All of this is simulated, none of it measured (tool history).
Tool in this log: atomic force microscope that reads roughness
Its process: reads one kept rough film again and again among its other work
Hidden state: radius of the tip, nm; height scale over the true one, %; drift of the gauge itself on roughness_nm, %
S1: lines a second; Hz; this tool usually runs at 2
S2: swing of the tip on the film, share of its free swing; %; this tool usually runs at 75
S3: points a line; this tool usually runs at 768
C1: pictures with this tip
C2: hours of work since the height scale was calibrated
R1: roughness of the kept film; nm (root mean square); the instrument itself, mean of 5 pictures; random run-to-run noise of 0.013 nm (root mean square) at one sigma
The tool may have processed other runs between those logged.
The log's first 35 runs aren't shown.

-- day=77.996 height scale calibrated on a step standard
-- day=79.45 new tip fitted
run 36 day=79.942 | S1=1.76 S2=68 S3=472 | C1=16 C2=28 | R1=2.997
run 37 day=82.021 | S1=2.61 S2=81 S3=833 | C1=84 C2=58 | R1=2.209
run 38 day=84.446 | S1=2.61 S2=81 S3=833 | C1=163 C2=93 | R1=1.778
-- day=85.867 new tip fitted
run 39 day=86.746 | S1=0.5 S2=59 S3=475 | C1=28 C2=126 | R1=2.98
-- day=87.258 height scale calibrated on a step standard, once more
run 40 day=88.65 | S1=0.5 S2=59 S3=379 | C1=89 C2=20 | R1=2.344
run 41 day=91.646 | S1=1.36 S2=59 S3=261 | C1=187 C2=63 | R1=1.761
-- day=92.354 new tip fitted
run 42 day=93.104 | S1=1.36 S2=59 S3=261 | C1=25 C2=84 | R1=2.765
run 43 day=94.833 | S1=0.86 S2=75 S3=877 | C1=81 C2=109 | R1=2.371
run 44 day=96.412 | S1=0.57 S2=86 S3=636 | C1=133 C2=132 | R1=2.019
run 45 day=98.217 | S1=1.49 S2=75 S3=411 | C1=191 C2=158 | R1=1.709
-- day=98.804 new tip fitted
run 46 day=101.175 | S1=2 S2=75 S3=429 | C1=77 C2=201 | R1=2.226
run 47 day=103.442 | S1=2.55 S2=75 S3=768 | C1=151 C2=233 | R1=1.81
-- day=105.196 new tip fitted
run 48 day=106.062 | S1=3.8 S2=66 S3=748 | C1=29 C2=271 | R1=2.684
run 49 day=109.338 | S1=3.8 S2=66 S3=914 | C1=135 C2=318 | R1=1.948
run 50 day=111.383 | S1=3.8 S2=61 S3=563 | C1=202 C2=348 | R1=1.658

Consider 4 possible next runs. They are alternatives, not a sequence: every one starts from the tool as it was left by run 50. What does each give?
-- day=111.567 new tip fitted
run A day=114.092 | S1=0.64 S2=58 S3=340 | C1=83 C2=387 | R1=?
-- day=111.567 new tip fitted
run B day=114.092 | S1=2 S2=63 S3=281 | C1=83 C2=387 | R1=?
-- day=111.567 new tip fitted
run C day=114.092 | S1=2.23 S2=69 S3=261 | C1=83 C2=387 | R1=?
-- day=111.567 new tip fitted
run D day=114.092 | S1=1.75 S2=64 S3=807 | C1=83 C2=387 | R1=?

run=A R1=2.343
run=B R1=2.259
run=C R1=2.206
run=D R1=2.338
The same runs, with their run-to-run variation unchanged, on a tool lacking any hidden condition would have given:
run=A R1=3.216
run=B R1=3.102
run=C R1=3.026
run=D R1=3.205

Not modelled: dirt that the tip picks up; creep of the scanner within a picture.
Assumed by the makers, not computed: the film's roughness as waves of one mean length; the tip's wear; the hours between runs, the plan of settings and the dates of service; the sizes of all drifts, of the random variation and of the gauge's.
